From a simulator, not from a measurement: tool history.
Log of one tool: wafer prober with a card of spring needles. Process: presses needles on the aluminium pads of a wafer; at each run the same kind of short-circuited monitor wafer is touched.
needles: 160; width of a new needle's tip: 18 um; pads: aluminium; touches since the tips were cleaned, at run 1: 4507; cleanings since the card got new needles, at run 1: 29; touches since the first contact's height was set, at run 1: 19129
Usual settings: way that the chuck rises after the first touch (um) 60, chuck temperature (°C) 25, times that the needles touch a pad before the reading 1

run	day	way that the chuck rises after the first touch (um)	chuck temperature (°C)	times that the needles touch a pad before the reading	touches since the tips were cleaned	cleanings since the card got new needles	touches since the first contact's height was set	resistance of one needle with its contact and lead (mohm)	way that a needle slides on the pad (um)
1	0.000	60	25	1	4507	29	19129	299	10.13
# day 0.388: tips cleaned on abrasive film
2	1.254	60	25	1	5350	30	26858	292	10.16
# day 1.500: tips cleaned on abrasive film
3	2.467	60	25	1	5955	31	34305	311	10.15
# day 2.604: tips cleaned on abrasive film
# day 3.700: tips cleaned on abrasive film
4	3.750	60	25	1	299	33	42190	223	10.09
5	4.546	60	25	1	5232	33	47123	301	10.16
# day 4.767: tips cleaned on abrasive film
# day 5.833: tips cleaned on abrasive film
6	5.942	60	25	1	665	35	55676	229	10.05
# day 6.979: tips cleaned on abrasive film
7	7.379	60	25	2	2471	36	64530	248	10.05
# day 8.142: tips cleaned on abrasive film
8	8.867	60	25	3	4473	37	73699	238	10.06
# day 9.308: tips cleaned on abrasive film
9	9.788	60	25	2	2955	38	79371	245	10.04
# day 10.454: tips cleaned on abrasive film
10	11.171	60	25	2	4415	39	87877	267	10.00
# day 11.517: tips cleaned on abrasive film
11	12.500	60	25	2	6077	40	96078	265	10.04
# day 12.596: tips cleaned on abrasive film
12	13.608	60	25	2	6258	41	102904	269	10.01
# day 13.688: tips cleaned on abrasive film
# day 14.746: tips cleaned on abrasive film
13	14.883	43	38	3	857	43	110731	235	7.04
# day 15.875: tips cleaned on abrasive film
14	15.904	43	49	2	186	44	117010	231	7.00
15	16.921	43	49	2	6465	44	123289	333	7.06
# day 17.008: tips cleaned on abrasive film
16	17.875	60	109	3	5367	45	129155	256	9.92
# day 18.108: tips cleaned on abrasive film
17	19.083	60	64	1	6014	46	136592	320	9.87
# day 19.175: tips cleaned on abrasive film
18	19.892	44	54	2	4408	47	141555	314	7.18
# day 20.271: tips cleaned on abrasive film
19	21.300	60	25	1	6369	48	150249	320	9.89
# day 21.379: tips cleaned on abrasive film
20	21.946	60	25	1	3511	49	154206	288	9.86
# day 22.467: tips cleaned on abrasive film
21	23.004	60	57	1	3325	50	160714	287	9.85
# day 23.575: tips cleaned on abrasive film
22	24.192	52	25	1	3796	51	168025	326	8.50
# day 24.638: tips cleaned on abrasive film
23	25.000	52	25	1	2253	52	173004	287	8.47
# day 25.750: tips cleaned on abrasive film
24	26.333	52	25	1	3627	53	181218	313	8.45

Forecast each of these 3 alternatives for the next run:
# day 26.862: tips cleaned on abrasive film
A	27.488	52	27	3	3851	54	188315	?	?
# day 26.862: tips cleaned on abrasive film
B	27.488	77	86	2	3851	54	188315	?	?
# day 26.862: tips cleaned on abrasive film
C	27.488	52	25	1	3851	54	188315	?	?

run	resistance of one needle with its contact and lead (mohm)	way that a needle slides on the pad (um)
A	256	8.38
B	251	12.71
C	333	8.41
Without the tool's hidden state the same runs would have given:
run	resistance of one needle with its contact and lead (mohm)	way that a needle slides on the pad (um)
A	211	8.83
B	218	13.16
C	210	8.86
